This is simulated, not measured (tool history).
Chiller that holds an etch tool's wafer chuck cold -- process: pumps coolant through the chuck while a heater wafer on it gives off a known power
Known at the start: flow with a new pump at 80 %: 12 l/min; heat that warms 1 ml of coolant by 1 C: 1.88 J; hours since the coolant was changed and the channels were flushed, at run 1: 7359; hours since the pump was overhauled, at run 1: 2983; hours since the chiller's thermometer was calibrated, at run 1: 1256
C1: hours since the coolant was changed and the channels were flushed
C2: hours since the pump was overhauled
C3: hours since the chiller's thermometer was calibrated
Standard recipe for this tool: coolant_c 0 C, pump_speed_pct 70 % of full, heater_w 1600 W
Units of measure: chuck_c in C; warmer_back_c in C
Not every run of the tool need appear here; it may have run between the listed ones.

run 1 day=0.000 | coolant_c=0 pump_speed_pct=70 heater_w=1600 | C1=7359 C2=2983 C3=1256 | chuck_c=14.1 warmer_back_c=4.87
run 2 day=3.462 | coolant_c=1 pump_speed_pct=70 heater_w=1600 | C1=7442 C2=3066 C3=1339 | chuck_c=15.3 warmer_back_c=4.98
run 3 day=6.438 | coolant_c=-1 pump_speed_pct=70 heater_w=1600 | C1=7514 C2=3137 C3=1411 | chuck_c=13.5 warmer_back_c=4.97
run 4 day=9.550 | coolant_c=0 pump_speed_pct=72 heater_w=1600 | C1=7588 C2=3212 C3=1485 | chuck_c=14.1 warmer_back_c=4.76
run 5 day=12.942 | coolant_c=0 pump_speed_pct=72 heater_w=1600 | C1=7670 C2=3294 C3=1567 | chuck_c=14.0 warmer_back_c=4.90
run 6 day=14.712 | coolant_c=1 pump_speed_pct=70 heater_w=1600 | C1=7712 C2=3336 C3=1609 | chuck_c=15.3 warmer_back_c=5.00
run 7 day=16.417 | coolant_c=-10 pump_speed_pct=95 heater_w=844 | C1=7753 C2=3377 C3=1650 | chuck_c=-4.5 warmer_back_c=1.90
run 8 day=19.821 | coolant_c=0 pump_speed_pct=67 heater_w=1600 | C1=7835 C2=3459 C3=1732 | chuck_c=14.8 warmer_back_c=5.22
run 9 day=22.962 | coolant_c=0 pump_speed_pct=67 heater_w=1600 | C1=7910 C2=3534 C3=1807 | chuck_c=14.8 warmer_back_c=5.32
run 10 day=24.754 | coolant_c=3 pump_speed_pct=72 heater_w=1600 | C1=7953 C2=3577 C3=1850 | chuck_c=16.9 warmer_back_c=4.85
-- day=27.175 coolant changed, channels flushed
run 11 day=28.012 | coolant_c=-8 pump_speed_pct=72 heater_w=1111 | C1=20 C2=3649 C3=1922 | chuck_c=1.6 warmer_back_c=3.43

Each run again, without the hidden state but with its own random variation kept:
What the log doesn't record here: heat passed by the chuck's channels, % of clean ones'; flow at a given pump speed, % of a new pump's; coolant's true temperature over the reading, C; drift of the gauge itself on chuck_c, C; drift of the gauge itself on warmer_back_c, C.
run=1 warmer_back_c=4.87
run=2 warmer_back_c=4.96
run=3 warmer_back_c=4.94
run=4 warmer_back_c=4.72
run=5 warmer_back_c=4.84
run=6 warmer_back_c=4.94
run=7 warmer_back_c=1.83
run=8 warmer_back_c=5.13
run=9 warmer_back_c=5.21
run=10 warmer_back_c=4.74
run=11 warmer_back_c=3.31
chuck_c: differs from the measured result by no more than 0.1 C in any run.

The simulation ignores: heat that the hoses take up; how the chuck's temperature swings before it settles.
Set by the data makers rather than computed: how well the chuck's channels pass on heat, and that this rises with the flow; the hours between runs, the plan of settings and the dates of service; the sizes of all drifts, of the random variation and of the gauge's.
